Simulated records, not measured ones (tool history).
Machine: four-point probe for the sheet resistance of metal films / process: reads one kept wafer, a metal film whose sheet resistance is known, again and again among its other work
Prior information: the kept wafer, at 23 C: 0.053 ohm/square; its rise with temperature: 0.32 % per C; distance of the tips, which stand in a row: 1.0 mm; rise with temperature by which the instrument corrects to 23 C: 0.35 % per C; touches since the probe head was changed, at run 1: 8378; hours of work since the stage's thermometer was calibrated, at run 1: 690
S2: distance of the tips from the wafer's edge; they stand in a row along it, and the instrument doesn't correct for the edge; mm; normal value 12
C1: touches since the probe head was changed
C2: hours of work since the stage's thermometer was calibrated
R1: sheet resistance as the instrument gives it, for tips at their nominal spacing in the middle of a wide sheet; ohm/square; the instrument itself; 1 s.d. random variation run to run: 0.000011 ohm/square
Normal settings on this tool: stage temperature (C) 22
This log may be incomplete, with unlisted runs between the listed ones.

{"run": 1, "day": 0.0, "stage temperature (C)": 22, "S2": 12, "C1": 8378, "C2": 690, "R1": 0.053296}
{"run": 2, "day": 0.462, "stage temperature (C)": 22, "S2": 12, "C1": 8833, "C2": 696, "R1": 0.053313}
{"run": 3, "day": 0.938, "stage temperature (C)": 22, "S2": 27, "C1": 9306, "C2": 703, "R1": 0.053155}
{"run": 4, "day": 1.367, "stage temperature (C)": 22, "S2": 27, "C1": 9730, "C2": 709, "R1": 0.053144}
{"run": 5, "day": 1.883, "stage temperature (C)": 22, "S2": 27, "C1": 10238, "C2": 717, "R1": 0.053135}
{"run": 6, "day": 2.267, "stage temperature (C)": 22, "S2": 21, "C1": 10618, "C2": 722, "R1": 0.053165}
{"run": 7, "day": 2.821, "stage temperature (C)": 22, "S2": 21, "C1": 11168, "C2": 730, "R1": 0.053179}
{"run": 8, "day": 3.238, "stage temperature (C)": 27, "S2": 23, "C1": 11579, "C2": 736, "R1": 0.053087}
{"run": 9, "day": 3.796, "stage temperature (C)": 25, "S2": 52, "C1": 12132, "C2": 744, "R1": 0.053079}
{"run": 10, "day": 4.25, "stage temperature (C)": 31, "S2": 4, "C1": 12579, "C2": 751, "R1": 0.054709}
{"run": 11, "day": 4.779, "stage temperature (C)": 31, "S2": 4, "C1": 13100, "C2": 758, "R1": 0.054721}
{"run": 12, "day": 5.212, "stage temperature (C)": 31, "S2": 4, "C1": 13530, "C2": 765, "R1": 0.054699}
{"run": 13, "day": 5.688, "stage temperature (C)": 23, "S2": 4, "C1": 14000, "C2": 772, "R1": 0.05481}
{"run": 14, "day": 6.288, "stage temperature (C)": 20, "S2": 26, "C1": 14593, "C2": 780, "R1": 0.053173}

Predict each of these 4 candidate next runs independently; none follows another, all start after run 14:
{"run": "A", "day": 6.608, "stage temperature (C)": 24, "S2": 4, "C1": 14912, "C2": 785, "R1": "?"}
{"run": "B", "day": 6.608, "stage temperature (C)": 25, "S2": 3, "C1": 14912, "C2": 785, "R1": "?"}
{"run": "C", "day": 6.608, "stage temperature (C)": 24, "S2": 67, "C1": 14912, "C2": 785, "R1": "?"}
{"run": "D", "day": 6.608, "stage temperature (C)": 20, "S2": 33, "C1": 14912, "C2": 785, "R1": "?"}

run=A R1=0.054801
run=B R1=0.056021
run=C R1=0.053062
run=D R1=0.053147
Had the tool no hidden state, the same runs would have come out as:
run=A R1=0.054720
run=B R1=0.055939
run=C R1=0.052984
run=D R1=0.053068
